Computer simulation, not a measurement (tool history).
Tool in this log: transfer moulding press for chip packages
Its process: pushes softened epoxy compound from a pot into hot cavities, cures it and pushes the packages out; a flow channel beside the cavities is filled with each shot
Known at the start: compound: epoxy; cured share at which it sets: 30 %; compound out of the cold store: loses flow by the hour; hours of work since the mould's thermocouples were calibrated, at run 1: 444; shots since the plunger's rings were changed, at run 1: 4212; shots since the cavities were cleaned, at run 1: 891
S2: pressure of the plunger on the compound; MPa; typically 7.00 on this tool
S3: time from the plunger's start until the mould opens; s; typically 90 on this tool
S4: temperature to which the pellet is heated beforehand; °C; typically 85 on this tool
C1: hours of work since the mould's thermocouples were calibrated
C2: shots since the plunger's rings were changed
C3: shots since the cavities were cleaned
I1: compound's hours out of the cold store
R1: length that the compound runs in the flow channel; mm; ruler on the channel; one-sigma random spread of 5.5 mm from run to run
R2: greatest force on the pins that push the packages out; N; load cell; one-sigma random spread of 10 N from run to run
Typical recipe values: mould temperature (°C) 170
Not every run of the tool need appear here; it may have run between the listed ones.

Run 1, day 0.000: usual settings; C1 444; C2 4212; C3 891; I1 35.2. Result: R1 529 mm, R2 778 N.
At day 0.604: cavities cleaned with cleaning compound and waxed.
Run 2, day 0.908: usual settings; C1 456; C2 4445; C3 84; I1 45.1. Result: R1 504 mm, R2 527 N.
Run 3, day 1.608: usual settings; C1 465; C2 4637; C3 276; I1 35.9. Result: R1 517 mm, R2 600 N.
Run 4, day 2.654: usual settings; C1 479; C2 4926; C3 565; I1 36.1. Result: R1 511 mm, R2 717 N.
Run 5, day 3.325: usual settings but S4 81 °C; C1 488; C2 5110; C3 749; I1 14.8. Result: R1 554 mm, R2 772 N.
At day 4.421: cavities cleaned with cleaning compound and waxed.
Run 6, day 4.421: usual settings but S2 6.32 MPa, S4 81 °C; C1 502; C2 5395; C3 0; I1 37.8. Result: R1 484 mm, R2 518 N.
At day 4.846: plunger's sealing rings changed.
Run 7, day 5.008: usual settings; C1 509; C2 45; C3 133; I1 44.8. Result: R1 540 mm, R2 541 N.
Run 8, day 5.704: usual settings; C1 518; C2 236; C3 324; I1 11.8. Result: R1 589 mm, R2 653 N.
Run 9, day 6.500: usual settings; C1 529; C2 456; C3 544; I1 32.4. Result: R1 560 mm, R2 739 N.
Run 10, day 7.425: usual settings but S2 7.29 MPa; C1 541; C2 710; C3 798; I1 16.2. Result: R1 599 mm, R2 769 N.
Run 11, day 8.229: usual settings; C1 552; C2 932; C3 1020; I1 46.2. Result: R1 535 mm, R2 802 N.
At day 8.379: cavities cleaned with cleaning compound and waxed.
Run 12, day 8.975: usual settings; C1 561; C2 1120; C3 164; I1 37.7. Result: R1 545 mm, R2 563 N.
At day 10.021: mould's thermocouples calibrated.
Run 13, day 10.179: usual settings but S2 7.45 MPa, S4 94 °C; C1 2; C2 1429; C3 473; I1 16.1. Result: R1 596 mm, R2 649 N.
Run 14, day 10.675: usual settings but mould temperature (°C) 172, S2 7.45 MPa, S4 94 °C; C1 9; C2 1565; C3 609; I1 42.8. Result: R1 555 mm, R2 642 N.
Run 15, day 11.438: usual settings but mould temperature (°C) 162, S2 7.45 MPa, S4 86 °C; C1 19; C2 1775; C3 819; I1 15.7. Result: R1 628 mm, R2 1407 N.
At day 12.246: cavities cleaned with cleaning compound and waxed.
Run 16, day 12.654: usual settings but mould temperature (°C) 162, S2 7.45 MPa, S4 86 °C; C1 35; C2 2093; C3 113; I1 11.7. Result: R1 634 mm, R2 969 N.
Run 17, day 13.288: usual settings but S2 7.45 MPa, S4 89 °C; C1 43; C2 2267; C3 287; I1 45.5. Result: R1 538 mm, R2 589 N.
Run 18, day 14.333: usual settings but S2 7.45 MPa, S4 89 °C; C1 57; C2 2556; C3 576; I1 43.6. Result: R1 543 mm, R2 680 N.
Run 19, day 15.462: usual settings but S2 6.08 MPa, S3 108 s; C1 73; C2 2867; C3 887; I1 10.2. Result: R1 547 mm, R2 651 N.
At day 16.079: cavities cleaned with cleaning compound and waxed.
Run 20, day 16.354: usual settings but S3 111 s; C1 84; C2 3095; C3 76; I1 9.4. Result: R1 573 mm, R2 447 N.
Run 21, day 17.321: usual settings but S2 5.78 MPa, S3 111 s; C1 97; C2 3361; C3 342; I1 38.5. Result: R1 485 mm, R2 526 N.
Run 22, day 17.875: usual settings but S2 6.93 MPa, S4 95 °C; C1 104; C2 3514; C3 495; I1 34.4. Result: R1 527 mm, R2 665 N.

Consider 5 possible next runs. They are alternatives, not a sequence: every one starts from the tool as it was left by run 22. What does each give?
Run A, day 19.012: usual settings but S4 86 °C; C1 120; C2 3827; C3 808; I1 29.0. Result: R1 ?, R2 ?.
Run B, day 19.012: usual settings but mould temperature (°C) 174, S2 6.93 MPa, S4 95 °C; C1 120; C2 3827; C3 808; I1 23.3. Result: R1 ?, R2 ?.
Run C, day 19.012: usual settings but mould temperature (°C) 172, S2 6.79 MPa; C1 120; C2 3827; C3 808; I1 25.6. Result: R1 ?, R2 ?.
Run D, day 19.012: usual settings but S2 7.04 MPa; C1 120; C2 3827; C3 808; I1 9.8. Result: R1 ?, R2 ?.
Run E, day 19.012: usual settings but S2 6.59 MPa; C1 120; C2 3827; C3 808; I1 35.2. Result: R1 ?, R2 ?.

run   R1   R2
  A  535  781
  B  533  665
  C  530  680
  D  575  788
  E  514  752
Stripped of hidden state, with their random variation kept, the same runs would have yielded:
run   R1   R2
  A  565  483
  B  562  418
  C  560  423
  D  607  486
  E  543  465
